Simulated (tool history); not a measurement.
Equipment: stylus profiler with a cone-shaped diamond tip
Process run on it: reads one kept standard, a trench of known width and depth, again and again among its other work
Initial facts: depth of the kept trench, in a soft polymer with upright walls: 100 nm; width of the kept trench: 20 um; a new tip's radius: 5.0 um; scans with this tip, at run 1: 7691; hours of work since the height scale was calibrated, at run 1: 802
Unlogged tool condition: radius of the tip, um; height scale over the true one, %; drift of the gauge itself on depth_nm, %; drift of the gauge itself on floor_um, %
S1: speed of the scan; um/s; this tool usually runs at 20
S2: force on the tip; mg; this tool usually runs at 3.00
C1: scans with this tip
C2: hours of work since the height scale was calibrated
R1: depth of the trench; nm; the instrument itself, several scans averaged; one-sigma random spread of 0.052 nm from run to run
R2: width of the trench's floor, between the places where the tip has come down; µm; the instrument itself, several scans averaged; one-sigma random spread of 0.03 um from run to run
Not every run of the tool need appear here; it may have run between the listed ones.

run    hour  S1    S2     C1    C2      R1     R2
  1     0.0  20  3.00   7691   802  100.89  17.80
  2    28.6  20  1.87   7835   816  100.59  17.74
  3    61.8  20  1.87   8002   834  100.53  17.74
  4    88.4  20  1.87   8135   848  100.50  17.78
  5   116.1  20  2.04   8274   862  100.63  17.73
  6   161.3  20  2.10   8501   886  100.62  17.76
  7   187.5  20  2.10   8632   900  100.55  17.67
  8   211.9  20  2.10   8754   912  100.60  17.74
  9   244.9  20  3.00   8920   930  100.86  17.71
 10   273.0  20  3.00   9061   944  100.83  17.76
 11   313.9  55  3.00   9266   966  100.78  17.67
 12   336.1   6  3.00   9377   977  100.77  17.76
 13   361.5   6  3.00   9505   991  100.82  17.75
 14   406.6   6  3.00   9731  1014  100.81  17.73
 15   433.2  17  3.00   9864  1028  100.91  17.75
 16   463.8  12  3.00  10018  1044  100.89  17.71
 17   499.2  12  3.00  10196  1063  100.83  17.71
 18   528.7  12  3.00  10344  1078  100.81  17.70
 19   562.5  20  3.00  10513  1096  100.78  17.70
 20   596.6  54  3.00  10684  1113  100.77  17.69
 21   639.9  46  3.00  10901  1136  100.77  17.62
 22   677.7  15  3.00  11091  1156  100.79  17.70
 23   719.3  15  6.11  11300  1178  101.52  17.70
 24   744.0   5  1.11  11424  1191  100.06  17.73
 25   775.0  20  1.43  11579  1207  100.15  17.68
 26   818.8  25  1.06  11799  1230  100.00  17.62
 27   838.7  20  2.31  11899  1240  100.52  17.69
 28   871.3  24  5.98  12062  1257  101.42  17.69
 29   900.1   7  1.38  12206  1272  100.14  17.70
 30   930.0   7  1.38  12357  1288  100.09  17.67
 31   963.7   9  4.90  12526  1305  101.19  17.69
 32  1010.9  24  4.89  12763  1330  101.22  17.62
 33  1044.2  24  4.89  12930  1347  101.22  17.62
 34  1087.7  24  4.89  13148  1370  101.07  17.62
 35  1124.0  20  7.49  13330  1389  101.72  17.62
 36  1166.3  20  7.49  13542  1411  101.67  17.70
 37  1204.8  12  2.26  13735  1431  100.46  17.67
 38  1238.3  14  2.26  13903  1449  100.32  17.57
 39  1262.2  14  2.26  14023  1461  100.41  17.61
 40  1307.9  14  2.26  14253  1485  100.36  17.59
 41  1333.9  14  2.26  14383  1499  100.35  17.56
 42  1380.9   8  8.61  14618  1523  101.91  17.69
 43  1407.2   5  5.19  14750  1537  101.16  17.69
 44  1445.2  50  2.77  14941  1557  100.45  17.56
 45  1478.2  50  2.77  15107  1574  100.55  17.49
     1515.7  -- height scale calibrated on a step standard
 46  1523.5  10  1.29  15331     4  100.80  17.59

The same runs without the tool's hidden state, with the same run-to-run variation:
run      R1     R2
  1  101.28  18.00
  2  100.99  17.94
  3  100.94  17.94
  4  100.91  17.99
  5  101.06  17.94
  6  101.06  17.98
  7  101.00  17.90
  8  101.05  17.97
  9  101.32  17.94
 10  101.30  17.99
 11  101.25  17.90
 12  101.25  18.01
 13  101.31  18.00
 14  101.31  17.98
 15  101.41  18.00
 16  101.40  17.97
 17  101.35  17.97
 18  101.34  17.97
 19  101.32  17.97
 20  101.32  17.97
 21  101.33  17.90
 22  101.35  17.98
 23  102.10  17.99
 24  100.64  18.02
 25  100.74  17.98
 26  100.60  17.92
 27  101.13  18.00
 28  102.04  18.00
 29  100.76  18.02
 30  100.72  17.98
 31  101.83  18.01
 32  101.88  17.95
 33  101.88  17.95
 34  101.74  17.95
 35  102.41  17.96
 36  102.36  18.04
 37  101.15  18.02
 38  101.03  17.92
 39  101.12  17.96
 40  101.08  17.95
 41  101.08  17.93
 42  102.66  18.06
 43  101.91  18.07
 44  101.21  17.94
 45  101.31  17.87
 46  100.79  17.98

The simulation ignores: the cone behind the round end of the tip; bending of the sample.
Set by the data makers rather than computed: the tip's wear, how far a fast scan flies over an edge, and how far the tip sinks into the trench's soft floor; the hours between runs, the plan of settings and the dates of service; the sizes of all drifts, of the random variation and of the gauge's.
